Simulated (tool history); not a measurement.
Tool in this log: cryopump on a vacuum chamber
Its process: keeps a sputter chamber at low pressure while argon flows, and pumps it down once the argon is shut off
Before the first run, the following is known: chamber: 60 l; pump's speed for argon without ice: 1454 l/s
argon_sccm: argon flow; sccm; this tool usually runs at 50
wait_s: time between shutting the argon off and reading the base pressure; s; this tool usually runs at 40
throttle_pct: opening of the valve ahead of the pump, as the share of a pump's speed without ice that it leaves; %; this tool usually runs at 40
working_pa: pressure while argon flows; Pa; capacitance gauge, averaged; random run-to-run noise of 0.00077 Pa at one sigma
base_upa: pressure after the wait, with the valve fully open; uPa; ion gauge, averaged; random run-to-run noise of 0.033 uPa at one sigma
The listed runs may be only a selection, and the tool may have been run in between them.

run 1 hour=0 | argon_sccm=50 wait_s=40 throttle_pct=40 | working_pa=0.1467 base_upa=2.53
run 2 hour=10.6 | argon_sccm=50 wait_s=40 throttle_pct=40 | working_pa=0.1459 base_upa=2.49
run 3 hour=27 | argon_sccm=50 wait_s=38 throttle_pct=40 | working_pa=0.1471 base_upa=2.6
run 4 hour=42.4 | argon_sccm=50 wait_s=38 throttle_pct=40 | working_pa=0.1478 base_upa=2.57
run 5 hour=53.4 | argon_sccm=50 wait_s=40 throttle_pct=40 | working_pa=0.1467 base_upa=2.55
run 6 hour=68 | argon_sccm=50 wait_s=40 throttle_pct=40 | working_pa=0.147 base_upa=2.58
run 7 hour=82.1 | argon_sccm=50 wait_s=40 throttle_pct=40 | working_pa=0.1482 base_upa=2.49
run 8 hour=96.6 | argon_sccm=50 wait_s=40 throttle_pct=40 | working_pa=0.1473 base_upa=2.53
run 9 hour=112.2 | argon_sccm=50 wait_s=40 throttle_pct=40 | working_pa=0.1492 base_upa=2.5
run 10 hour=128 | argon_sccm=50 wait_s=40 throttle_pct=40 | working_pa=0.1484 base_upa=2.57
run 11 hour=137.7 | argon_sccm=50 wait_s=40 throttle_pct=40 | working_pa=0.1488 base_upa=2.53
run 12 hour=148.4 | argon_sccm=50 wait_s=45 throttle_pct=40 | working_pa=0.1478 base_upa=2.45
-- hour=163 leaking fittings of the chamber tightened, without venting
run 13 hour=167.4 | argon_sccm=50 wait_s=45 throttle_pct=40 | working_pa=0.1486 base_upa=1.65
run 14 hour=185.2 | argon_sccm=50 wait_s=40 throttle_pct=40 | working_pa=0.1487 base_upa=1.89
run 15 hour=201.2 | argon_sccm=50 wait_s=40 throttle_pct=40 | working_pa=0.1495 base_upa=1.82
run 16 hour=216.3 | argon_sccm=30 wait_s=40 throttle_pct=40 | working_pa=0.0883 base_upa=1.85
run 17 hour=224.4 | argon_sccm=30 wait_s=40 throttle_pct=40 | working_pa=0.0896 base_upa=1.89
run 18 hour=242.1 | argon_sccm=30 wait_s=40 throttle_pct=40 | working_pa=0.0894 base_upa=1.84
run 19 hour=253.7 | argon_sccm=27 wait_s=40 throttle_pct=16 | working_pa=0.1982 base_upa=1.84
run 20 hour=267.9 | argon_sccm=27 wait_s=40 throttle_pct=16 | working_pa=0.1966 base_upa=1.94
run 21 hour=286.8 | argon_sccm=50 wait_s=31 throttle_pct=29 | working_pa=0.2053 base_upa=2.4
run 22 hour=306.2 | argon_sccm=87 wait_s=20 throttle_pct=40 | working_pa=0.259 base_upa=3.46
run 23 hour=316 | argon_sccm=87 wait_s=20 throttle_pct=40 | working_pa=0.2627 base_upa=3.54
run 24 hour=328.2 | argon_sccm=22 wait_s=25 throttle_pct=42 | working_pa=0.0632 base_upa=2.87
run 25 hour=337.3 | argon_sccm=30 wait_s=150 throttle_pct=32 | working_pa=0.1123 base_upa=0.75
run 26 hour=351.1 | argon_sccm=59 wait_s=150 throttle_pct=42 | working_pa=0.1684 base_upa=0.74
run 27 hour=360.1 | argon_sccm=35 wait_s=180 throttle_pct=38 | working_pa=0.1102 base_upa=0.67
run 28 hour=370.9 | argon_sccm=50 wait_s=76 throttle_pct=45 | working_pa=0.133 base_upa=1.17
run 29 hour=385.5 | argon_sccm=36 wait_s=167 throttle_pct=40 | working_pa=0.1083 base_upa=0.7
run 30 hour=401.2 | argon_sccm=36 wait_s=167 throttle_pct=40 | working_pa=0.1086 base_upa=0.75
run 31 hour=412.8 | argon_sccm=32 wait_s=43 throttle_pct=17 | working_pa=0.2216 base_upa=1.86
run 32 hour=425 | argon_sccm=32 wait_s=43 throttle_pct=17 | working_pa=0.2215 base_upa=1.82
run 33 hour=442 | argon_sccm=50 wait_s=85 throttle_pct=59 | working_pa=0.1042 base_upa=1.09

Measured less the same run without the tool's hidden state. The same run-to-run variation is in both; the gauge's scatter may not be:
Hidden conditions of the tool in this case: pump's speed, % of a pump's without ice; cold plate's temperature, K; leak into the chamber, uPa l/s; drift of the gauge itself on working_pa, %; drift of the gauge itself on base_upa, %.
run=1 working_pa=+0.0014 base_upa=+0.71
run=2 working_pa=+0.0015 base_upa=+0.72
run=3 working_pa=+0.0017 base_upa=+0.72
run=4 working_pa=+0.0018 base_upa=+0.73
run=5 working_pa=+0.0019 base_upa=+0.74
run=6 working_pa=+0.002 base_upa=+0.76
run=7 working_pa=+0.0022 base_upa=+0.74
run=8 working_pa=+0.0024 base_upa=+0.76
run=9 working_pa=+0.0025 base_upa=+0.76
run=10 working_pa=+0.0027 base_upa=+0.79
run=11 working_pa=+0.0027 base_upa=+0.77
run=12 working_pa=+0.0028 base_upa=+0.79
run=13 working_pa=+0.003 base_upa=+0.05
run=14 working_pa=+0.0032 base_upa=+0.06
run=15 working_pa=+0.0034 base_upa=+0.07
run=16 working_pa=+0.0021 base_upa=+0.07
run=17 working_pa=+0.0021 base_upa=+0.07
run=18 working_pa=+0.0023 base_upa=+0.08
run=19 working_pa=+0.002 base_upa=+0.08
run=20 working_pa=+0.0022 base_upa=+0.09
run=21 working_pa=+0.0042 base_upa=+0.1
run=22 working_pa=+0.0077 base_upa=+0.11
run=23 working_pa=+0.0079 base_upa=+0.11
run=24 working_pa=+0.0021 base_upa=+0.12
run=25 working_pa=+0.0029 base_upa=+0.12
run=26 working_pa=+0.0057 base_upa=+0.12
run=27 working_pa=+0.0034 base_upa=+0.12
run=28 working_pa=+0.005 base_upa=+0.12
run=29 working_pa=+0.0038 base_upa=+0.13
run=30 working_pa=+0.0039 base_upa=+0.13
run=31 working_pa=+0.0035 base_upa=+0.14
run=32 working_pa=+0.0036 base_upa=+0.15
run=33 working_pa=+0.0057 base_upa=+0.15
